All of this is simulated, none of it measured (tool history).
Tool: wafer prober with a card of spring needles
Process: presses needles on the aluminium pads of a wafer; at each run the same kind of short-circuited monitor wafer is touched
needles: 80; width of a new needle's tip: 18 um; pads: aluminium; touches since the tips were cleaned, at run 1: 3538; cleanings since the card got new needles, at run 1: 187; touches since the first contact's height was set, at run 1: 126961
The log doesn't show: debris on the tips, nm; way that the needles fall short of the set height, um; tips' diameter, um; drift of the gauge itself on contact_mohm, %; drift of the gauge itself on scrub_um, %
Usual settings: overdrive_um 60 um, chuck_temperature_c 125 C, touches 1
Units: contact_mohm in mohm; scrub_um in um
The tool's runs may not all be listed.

| run | hour | overdrive_um | chuck_temperature_c | touches | touches since the tips were cleaned | cleanings since the card got new needles | touches since the first contact's height was set | contact_mohm | scrub_um |
|---|---|---|---|---|---|---|---|---|---|
| 1 | 0.0 | 60 | 125 | 1 | 3538 | 187 | 126961 | 350 | 12.04 |
|  | 5.3 | tips cleaned on abrasive film |
|  | 18.5 | tips cleaned on abrasive film |
|  | 31.7 | tips cleaned on abrasive film |
|  | 44.9 | tips cleaned on abrasive film |
| 2 | 51.3 | 60 | 125 | 1 | 3378 | 191 | 153651 | 353 | 12.01 |
|  | 54.2 | height of the first contact set anew |
|  | 56.9 | tips cleaned on abrasive film |
|  | 70.1 | tips cleaned on abrasive film |
|  | 80.7 | tips cleaned on abrasive film |
|  | 91.7 | tips cleaned on abrasive film |
| 3 | 91.7 | 44 | 125 | 1 | 0 | 195 | 19469 | 305 | 8.94 |
|  | 104.9 | tips cleaned on abrasive film |
|  | 118.1 | tips cleaned on abrasive film |
|  | 128.6 | tips cleaned on abrasive film |
|  | 140.2 | tips cleaned on abrasive film |
| 4 | 140.2 | 70 | 125 | 1 | 0 | 199 | 44663 | 291 | 14.23 |
|  | 153.4 | tips cleaned on abrasive film |
|  | 166.5 | tips cleaned on abrasive film |
|  | 177.1 | tips cleaned on abrasive film |
| 5 | 183.7 | 60 | 125 | 2 | 3459 | 202 | 67320 | 326 | 12.11 |
|  | 189.0 | tips cleaned on abrasive film |
|  | 202.2 | tips cleaned on abrasive film |
|  | 212.8 | tips cleaned on abrasive film |
|  | 225.9 | tips cleaned on abrasive film |
|  | 239.1 | tips cleaned on abrasive film |
| 6 | 243.8 | 60 | 125 | 2 | 2446 | 207 | 98565 | 322 | 12.21 |
|  | 251.7 | tips cleaned on abrasive film |
|  | 264.9 | tips cleaned on abrasive film |
|  | 275.4 | tips cleaned on abrasive film |
|  | 286.0 | tips cleaned on abrasive film |
| 7 | 293.4 | 60 | 125 | 2 | 3864 | 211 | 124371 | 332 | 12.14 |
|  | 298.7 | tips cleaned on abrasive film |
|  | 311.9 | tips cleaned on abrasive film |
|  | 322.4 | tips cleaned on abrasive film |
|  | 333.0 | tips cleaned on abrasive film |
|  | 346.1 | tips cleaned on abrasive film |
| 8 | 346.1 | 52 | 125 | 2 | 0 | 216 | 151768 | 299 | 10.45 |
|  | 354.3 | height of the first contact set anew |
|  | 359.6 | tips cleaned on abrasive film |
|  | 372.8 | tips cleaned on abrasive film |
|  | 383.3 | tips cleaned on abrasive film |
|  | 396.5 | tips cleaned on abrasive film |
| 9 | 404.1 | 48 | 125 | 1 | 4000 | 220 | 25941 | 409 | 9.76 |
|  | 409.5 | tips cleaned on abrasive film |
|  | 420.0 | tips cleaned on abrasive film |
|  | 433.2 | tips cleaned on abrasive film |
| 10 | 438.8 | 48 | 125 | 1 | 2912 | 223 | 43939 | 368 | 9.73 |
|  | 444.1 | tips cleaned on abrasive film |
|  | 454.6 | tips cleaned on abrasive film |
|  | 467.8 | tips cleaned on abrasive film |
| 11 | 472.3 | 60 | 125 | 1 | 2337 | 226 | 61362 | 344 | 12.16 |
|  | 480.2 | tips cleaned on abrasive film |
|  | 490.8 | tips cleaned on abrasive film |
|  | 504.0 | tips cleaned on abrasive film |
|  | 514.5 | tips cleaned on abrasive film |
|  | 525.1 | tips cleaned on abrasive film |
|  | 536.5 | tips cleaned on abrasive film |
| 12 | 536.5 | 60 | 125 | 1 | 0 | 232 | 94701 | 294 | 12.08 |
|  | 547.0 | tips cleaned on abrasive film |
|  | 560.2 | tips cleaned on abrasive film |
|  | 573.4 | tips cleaned on abrasive film |
|  | 583.9 | tips cleaned on abrasive film |
|  | 597.1 | tips cleaned on abrasive film |
| 13 | 602.4 | 60 | 59 | 1 | 2791 | 237 | 129034 | 337 | 12.05 |
|  | 607.8 | tips cleaned on abrasive film |
|  | 618.4 | tips cleaned on abrasive film |
|  | 631.5 | tips cleaned on abrasive film |
|  | 642.1 | tips cleaned on abrasive film |
|  | 652.8 | height of the first contact set anew |
|  | 655.6 | tips cleaned on abrasive film |
|  | 666.1 | tips cleaned on abrasive film |
|  | 679.3 | tips cleaned on abrasive film |
| 14 | 679.9 | 60 | 59 | 1 | 314 | 244 | 14028 | 288 | 12.25 |
|  | 690.5 | tips cleaned on abrasive film |
|  | 701.0 | tips cleaned on abrasive film |
|  | 714.2 | tips cleaned on abrasive film |
|  | 724.8 | tips cleaned on abrasive film |
|  | 735.3 | tips cleaned on abrasive film |
|  | 748.5 | tips cleaned on abrasive film |
| 15 | 753.2 | 60 | 125 | 2 | 2483 | 250 | 52166 | 325 | 12.25 |
|  | 761.2 | tips cleaned on abrasive film |
|  | 774.3 | tips cleaned on abrasive film |
|  | 787.5 | tips cleaned on abrasive film |
|  | 800.7 | tips cleaned on abrasive film |
|  | 811.3 | tips cleaned on abrasive film |
| 16 | 814.0 | 60 | 125 | 1 | 1435 | 255 | 83771 | 331 | 12.09 |
|  | 822.0 | tips cleaned on abrasive film |
|  | 832.5 | tips cleaned on abrasive film |
|  | 845.7 | tips cleaned on abrasive film |
|  | 858.9 | tips cleaned on abrasive film |
| 17 | 862.3 | 41 | 40 | 1 | 1798 | 259 | 108889 | 382 | 8.30 |
|  | 870.2 | tips cleaned on abrasive film |
|  | 883.4 | tips cleaned on abrasive film |
|  | 896.6 | tips cleaned on abrasive film |
|  | 909.8 | tips cleaned on abrasive film |
|  | 920.3 | tips cleaned on abrasive film |
|  | 930.9 | tips cleaned on abrasive film |
| 18 | 932.5 | 68 | 125 | 1 | 861 | 265 | 145405 | 310 | 13.67 |
|  | 943.1 | tips cleaned on abrasive film |
|  | 951.2 | height of the first contact set anew |
|  | 956.6 | tips cleaned on abrasive film |
|  | 967.1 | tips cleaned on abrasive film |
|  | 977.7 | tips cleaned on abrasive film |
| 19 | 985.1 | 68 | 125 | 1 | 3870 | 269 | 17584 | 345 | 13.86 |
|  | 990.4 | tips cleaned on abrasive film |
|  | 1001.0 | tips cleaned on abrasive film |
|  | 1011.5 | tips cleaned on abrasive film |
|  | 1024.7 | tips cleaned on abrasive film |
|  | 1037.9 | tips cleaned on abrasive film |
| 20 | 1040.9 | 66 | 125 | 2 | 1598 | 274 | 46609 | 308 | 13.46 |
|  | 1048.9 | tips cleaned on abrasive film |
|  | 1059.4 | tips cleaned on abrasive film |
|  | 1072.6 | tips cleaned on abrasive film |
|  | 1085.8 | tips cleaned on abrasive film |
|  | 1098.5 | tips cleaned on abrasive film |
| 21 | 1098.5 | 60 | 105 | 2 | 0 | 279 | 76546 | 288 | 12.07 |
|  | 1109.1 | tips cleaned on abrasive film |
|  | 1122.2 | tips cleaned on abrasive film |
|  | 1132.8 | tips cleaned on abrasive film |
|  | 1146.0 | tips cleaned on abrasive film |
| 22 | 1154.6 | 56 | 105 | 1 | 4503 | 283 | 105734 | 375 | 11.25 |
|  | 1157.3 | tips cleaned on abrasive film |
|  | 1170.5 | tips cleaned on abrasive film |
|  | 1181.0 | tips cleaned on abrasive film |
|  | 1194.2 | tips cleaned on abrasive film |
| 23 | 1197.6 | 56 | 105 | 1 | 1801 | 287 | 128107 | 349 | 11.27 |
|  | 1205.6 | tips cleaned on abrasive film |
|  | 1218.7 | tips cleaned on abrasive film |
|  | 1231.9 | tips cleaned on abrasive film |
|  | 1242.5 | tips cleaned on abrasive film |
|  | 1250.6 | height of the first contact set anew |
| 24 | 1252.5 | 70 | 31 | 1 | 5075 | 291 | 962 | 337 | 14.26 |
|  | 1255.2 | tips cleaned on abrasive film |
|  | 1265.7 | tips cleaned on abrasive film |
|  | 1278.9 | tips cleaned on abrasive film |
|  | 1292.1 | tips cleaned on abrasive film |
|  | 1302.7 | tips cleaned on abrasive film |
| 25 | 1302.7 | 50 | 57 | 1 | 0 | 296 | 27039 | 289 | 10.21 |

Forecast each of these 3 alternatives for the next run:
|  | 1313.3 | tips cleaned on abrasive film |
|  | 1323.9 | tips cleaned on abrasive film |
|  | 1337.0 | tips cleaned on abrasive film |
|  | 1350.2 | tips cleaned on abrasive film |
| A | 1354.7 | 41 | 125 | 1 | 2371 | 300 | 54123 | ? | ? |
|  | 1313.3 | tips cleaned on abrasive film |
|  | 1323.9 | tips cleaned on abrasive film |
|  | 1337.0 | tips cleaned on abrasive film |
|  | 1350.2 | tips cleaned on abrasive film |
| B | 1354.7 | 66 | 46 | 2 | 2371 | 300 | 54123 | ? | ? |
|  | 1313.3 | tips cleaned on abrasive film |
|  | 1323.9 | tips cleaned on abrasive film |
|  | 1337.0 | tips cleaned on abrasive film |
|  | 1350.2 | tips cleaned on abrasive film |
| C | 1354.7 | 54 | 57 | 1 | 2371 | 300 | 54123 | ? | ? |

| run | contact_mohm | scrub_um |
|---|---|---|
| A | 428 | 8.30 |
| B | 304 | 13.45 |
| C | 354 | 10.96 |
Without the tool's hidden state the same runs would have given:
| run | contact_mohm | scrub_um |
|---|---|---|
| A | 296 | 8.38 |
| B | 265 | 13.53 |
| C | 267 | 11.04 |

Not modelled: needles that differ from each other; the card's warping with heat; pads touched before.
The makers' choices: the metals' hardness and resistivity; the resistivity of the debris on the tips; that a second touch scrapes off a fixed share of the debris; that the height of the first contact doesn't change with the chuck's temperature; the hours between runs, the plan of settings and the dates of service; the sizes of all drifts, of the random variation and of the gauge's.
